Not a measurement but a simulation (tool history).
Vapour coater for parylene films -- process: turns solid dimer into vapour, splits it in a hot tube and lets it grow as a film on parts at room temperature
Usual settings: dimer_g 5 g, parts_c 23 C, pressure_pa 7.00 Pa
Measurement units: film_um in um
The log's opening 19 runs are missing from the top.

run,hour,dimer_g,parts_c,pressure_pa,hours of work since the trap's valve was overhauled,hours of work since the table's thermometer was calibrated,film_um
# hour 507.7: table's thermometer calibrated
20,533.1,5,23,7.00,205,16,1.626
# hour 554.9: trap's valve overhauled
21,571.4,5,23,7.00,10,37,1.691
22,603.2,5,23,7.00,30,57,1.699
23,635.8,5,23,7.00,50,77,1.679
24,655.6,3,24,6.94,63,89,0.978
25,684.8,3,24,6.94,81,108,0.983
26,707.1,3,34,5.24,95,121,0.742
27,737.7,7,35,2.52,114,140,1.761

The next listed run, before its measurement:
28,775.1,7,17,4.31,137,164,?

Logged for run 28: film_um 2.895 um.
With the hidden condition absent and the run-to-run variation left alone, this run would have shown film_um 2.978 um.
